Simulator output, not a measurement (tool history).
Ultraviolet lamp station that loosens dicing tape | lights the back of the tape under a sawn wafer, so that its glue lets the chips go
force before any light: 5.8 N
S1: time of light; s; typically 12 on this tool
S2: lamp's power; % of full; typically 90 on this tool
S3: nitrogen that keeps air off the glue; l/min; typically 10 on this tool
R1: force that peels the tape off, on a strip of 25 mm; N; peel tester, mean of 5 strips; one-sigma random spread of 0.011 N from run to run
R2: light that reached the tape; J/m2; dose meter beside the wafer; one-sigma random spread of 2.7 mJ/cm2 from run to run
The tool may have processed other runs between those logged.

{"run": 1, "hour": 0.0, "S1": 12, "S2": 90, "S3": 10, "R1": 0.667, "R2": 2950}
{"run": 2, "hour": 7.3, "S1": 12, "S2": 90, "S3": 10, "R1": 0.672, "R2": 2980}
{"run": 3, "hour": 13.7, "S1": 21, "S2": 90, "S3": 10, "R1": 0.289, "R2": 5160}
{"run": 4, "hour": 20.6, "S1": 21, "S2": 90, "S3": 10, "R1": 0.29, "R2": 5190}
{"run": 5, "hour": 30.1, "S1": 21, "S2": 90, "S3": 10, "R1": 0.288, "R2": 5160}
{"run": 6, "hour": 39.1, "S1": 12, "S2": 90, "S3": 6, "R1": 1.051, "R2": 2920}
{"run": 7, "hour": 47.2, "S1": 12, "S2": 90, "S3": 6, "R1": 0.993, "R2": 2870}
{"run": 8, "hour": 58.7, "S1": 12, "S2": 90, "S3": 6, "R1": 0.999, "R2": 2880}
{"run": 9, "hour": 66.2, "S1": 12, "S2": 90, "S3": 6, "R1": 1.078, "R2": 2870}
{"run": 10, "hour": 77.8, "S1": 12, "S2": 90, "S3": 6, "R1": 1.08, "R2": 2820}
{"run": 11, "hour": 88.2, "S1": 12, "S2": 90, "S3": 6, "R1": 1.036, "R2": 2790}
{"run": 12, "hour": 96.5, "S1": 12, "S2": 90, "S3": 6, "R1": 1.085, "R2": 2780}
{"run": 13, "hour": 101.4, "S1": 12, "S2": 90, "S3": 10, "R1": 0.768, "R2": 2810}
{"run": 14, "hour": 107.1, "S1": 12, "S2": 90, "S3": 10, "R1": 0.774, "R2": 2800}
{"run": 15, "hour": 115.7, "S1": 12, "S2": 90, "S3": 10, "R1": 0.771, "R2": 2750}
{"run": 16, "hour": 120.5, "S1": 12, "S2": 90, "S3": 10, "R1": 0.783, "R2": 2710}
{"run": 17, "hour": 131.7, "S1": 12, "S2": 90, "S3": 10, "R1": 0.794, "R2": 2690}
{"run": 18, "hour": 140.9, "S1": 20, "S2": 90, "S3": 10, "R1": 0.349, "R2": 4470}
{"run": 19, "hour": 151.9, "S1": 12, "S2": 90, "S3": 10, "R1": 0.823, "R2": 2690}
{"run": 20, "hour": 160.0, "S1": 12, "S2": 90, "S3": 10, "R1": 0.78, "R2": 2670}
{"run": 21, "hour": 168.9, "S1": 12, "S2": 90, "S3": 10, "R1": 0.844, "R2": 2620}
{"run": 22, "hour": 179.4, "S1": 12, "S2": 77, "S3": 4, "R1": 1.774, "R2": 2250}
{"run": 23, "hour": 188.6, "S1": 7, "S2": 84, "S3": 4, "R1": 2.775, "R2": 1380}
{"run": 24, "hour": 199.9, "S1": 7, "S2": 79, "S3": 5, "R1": 2.713, "R2": 1310}
{"run": 25, "hour": 205.4, "S1": 23, "S2": 69, "S3": 5, "R1": 0.736, "R2": 3770}
{"run": 26, "hour": 210.8, "S1": 6, "S2": 92, "S3": 9, "R1": 2.179, "R2": 1320}
{"run": 27, "hour": 219.4, "S1": 15, "S2": 77, "S3": 4, "R1": 1.465, "R2": 2710}
{"run": 28, "hour": 224.7, "S1": 15, "S2": 77, "S3": 4, "R1": 1.485, "R2": 2720}
{"run": 29, "hour": 233.7, "S1": 11, "S2": 77, "S3": 3, "R1": 2.366, "R2": 1970}
{"run": 30, "hour": 241.2, "S1": 12, "S2": 89, "S3": 10, "R1": 0.887, "R2": 2470}
{"run": 31, "hour": 250.7, "S1": 15, "S2": 94, "S3": 8, "R1": 0.728, "R2": 3230}
{"hour": 261.1, "done": "window cleaned of glue's vapour"}
{"run": 32, "hour": 262.4, "S1": 23, "S2": 65, "S3": 6, "R1": 0.604, "R2": 4090}
{"run": 33, "hour": 273.0, "S1": 23, "S2": 76, "S3": 6, "R1": 0.442, "R2": 4710}
{"run": 34, "hour": 281.9, "S1": 23, "S2": 64, "S3": 6, "R1": 0.608, "R2": 4000}
{"run": 35, "hour": 290.1, "S1": 23, "S2": 64, "S3": 6, "R1": 0.605, "R2": 3950}
{"run": 36, "hour": 297.3, "S1": 23, "S2": 64, "S3": 6, "R1": 0.596, "R2": 3920}
{"run": 37, "hour": 307.7, "S1": 12, "S2": 90, "S3": 7, "R1": 0.909, "R2": 2880}
{"run": 38, "hour": 318.1, "S1": 17, "S2": 71, "S3": 7, "R1": 0.781, "R2": 3180}
{"run": 39, "hour": 324.4, "S1": 8, "S2": 99, "S3": 14, "R1": 1.002, "R2": 2050}

Some steps in R1 between neighbouring runs. How much of each would the tool show without its hidden state too (settings, what came in, random variation), and how much is left for the hidden state, with any gauge scatter that isn't in both results?
The hidden state here: lamp's light, % of a new lamp's; light that the window lets through, % of a clean one's; drift of the gauge itself on peel_n, %; drift of the gauge itself on dose_mj_cm2, %.
Run 24 -> 25: S1 7 -> 23, S2 79 -> 69. R1 -1.977 N: hidden state -0.360, all else -1.617.
Run 25 -> 26: S1 23 -> 6, S2 69 -> 92, S3 5 -> 9. R1 +1.443 N: hidden state +0.353, all else +1.090.
Run 29 -> 30: S1 11 -> 12, S2 77 -> 89, S3 3 -> 10. R1 -1.479 N: hidden state -0.331, all else -1.148.
